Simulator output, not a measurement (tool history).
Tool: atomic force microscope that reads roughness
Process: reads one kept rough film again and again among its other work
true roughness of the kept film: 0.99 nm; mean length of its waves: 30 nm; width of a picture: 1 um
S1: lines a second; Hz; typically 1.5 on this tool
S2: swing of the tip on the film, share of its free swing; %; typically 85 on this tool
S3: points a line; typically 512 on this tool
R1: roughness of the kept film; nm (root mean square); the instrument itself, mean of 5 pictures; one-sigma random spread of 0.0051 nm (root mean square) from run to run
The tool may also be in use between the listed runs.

run 1 day=0 | S1=1.5 S2=85 S3=512 | R1=0.779
run 2 day=0.288 | S1=1.5 S2=85 S3=512 | R1=0.771
run 3 day=0.588 | S1=1.5 S2=85 S3=512 | R1=0.776
run 4 day=1.017 | S1=1.5 S2=85 S3=512 | R1=0.766
run 5 day=1.462 | S1=1.5 S2=87 S3=512 | R1=0.739
-- day=1.529 new tip fitted
run 6 day=1.717 | S1=1.5 S2=85 S3=512 | R1=0.804
run 7 day=2.117 | S1=1.5 S2=85 S3=512 | R1=0.8
run 8 day=2.4 | S1=1.5 S2=85 S3=512 | R1=0.797
run 9 day=2.617 | S1=1.5 S2=85 S3=512 | R1=0.788
run 10 day=2.883 | S1=1.5 S2=85 S3=512 | R1=0.782
run 11 day=3.188 | S1=0.76 S2=85 S3=512 | R1=0.855
run 12 day=3.692 | S1=0.76 S2=85 S3=512 | R1=0.84
run 13 day=3.958 | S1=0.76 S2=85 S3=512 | R1=0.844
run 14 day=4.258 | S1=0.76 S2=85 S3=512 | R1=0.851
run 15 day=4.562 | S1=1.5 S2=74 S3=512 | R1=0.829
run 16 day=4.958 | S1=1.5 S2=72 S3=512 | R1=0.817
run 17 day=5.3 | S1=1.5 S2=76 S3=512 | R1=0.812
run 18 day=5.517 | S1=1.5 S2=76 S3=512 | R1=0.815
-- day=5.775 new tip fitted
run 19 day=5.929 | S1=1.5 S2=76 S3=512 | R1=0.847
run 20 day=6.325 | S1=1.5 S2=76 S3=512 | R1=0.847
run 21 day=6.829 | S1=1.5 S2=85 S3=512 | R1=0.794
run 22 day=7.308 | S1=1.5 S2=85 S3=512 | R1=0.79
run 23 day=7.788 | S1=1.5 S2=85 S3=512 | R1=0.793
run 24 day=8.271 | S1=1.5 S2=81 S3=512 | R1=0.799
run 25 day=8.492 | S1=0.66 S2=67 S3=388 | R1=0.899
run 26 day=8.779 | S1=0.66 S2=67 S3=388 | R1=0.896
run 27 day=9.254 | S1=1.5 S2=85 S3=742 | R1=0.775
run 28 day=9.479 | S1=0.54 S2=72 S3=426 | R1=0.881
run 29 day=9.692 | S1=0.67 S2=79 S3=549 | R1=0.859
-- day=10.067 new tip fitted
run 30 day=10.192 | S1=2.02 S2=56 S3=633 | R1=0.916
run 31 day=10.658 | S1=1.72 S2=56 S3=633 | R1=0.922
run 32 day=11.088 | S1=1.5 S2=86 S3=344 | R1=0.781
run 33 day=11.483 | S1=1.5 S2=86 S3=344 | R1=0.777
run 34 day=11.767 | S1=1.5 S2=86 S3=344 | R1=0.774
run 35 day=12.054 | S1=1.5 S2=85 S3=532 | R1=0.778
run 36 day=12.45 | S1=1.5 S2=85 S3=532 | R1=0.772
run 37 day=12.883 | S1=3.3 S2=63 S3=517 | R1=0.815
run 38 day=13.296 | S1=0.8 S2=85 S3=397 | R1=0.825
run 39 day=13.558 | S1=1.58 S2=83 S3=362 | R1=0.772
run 40 day=13.829 | S1=3.3 S2=62 S3=965 | R1=0.811
run 41 day=14.146 | S1=1.5 S2=85 S3=483 | R1=0.756
-- day=14.288 new tip fitted
run 42 day=14.579 | S1=1.09 S2=60 S3=483 | R1=0.925
run 43 day=14.992 | S1=1.31 S2=74 S3=325 | R1=0.866
run 44 day=15.375 | S1=1.31 S2=74 S3=325 | R1=0.863
run 45 day=15.621 | S1=1.31 S2=74 S3=325 | R1=0.857
run 46 day=16.054 | S1=1.05 S2=67 S3=985 | R1=0.9
run 47 day=16.288 | S1=1.5 S2=75 S3=335 | R1=0.833
run 48 day=16.562 | S1=0.97 S2=75 S3=368 | R1=0.864

4 ways to go on from here, each from the tool as it stands after run 48. What would each give?
run A day=16.9 | S1=1.5 S2=66 S3=512 | R1=?
run B day=16.9 | S1=0.91 S2=87 S3=428 | R1=?
run C day=16.9 | S1=0.96 S2=59 S3=378 | R1=?
run D day=16.9 | S1=0.97 S2=75 S3=788 | R1=?

run=A R1=0.864
run=B R1=0.823
run=C R1=0.902
run=D R1=0.87
Without the tool's unlogged condition, the same runs would have read:
run=A R1=0.896
run=B R1=0.853
run=C R1=0.935
run=D R1=0.902
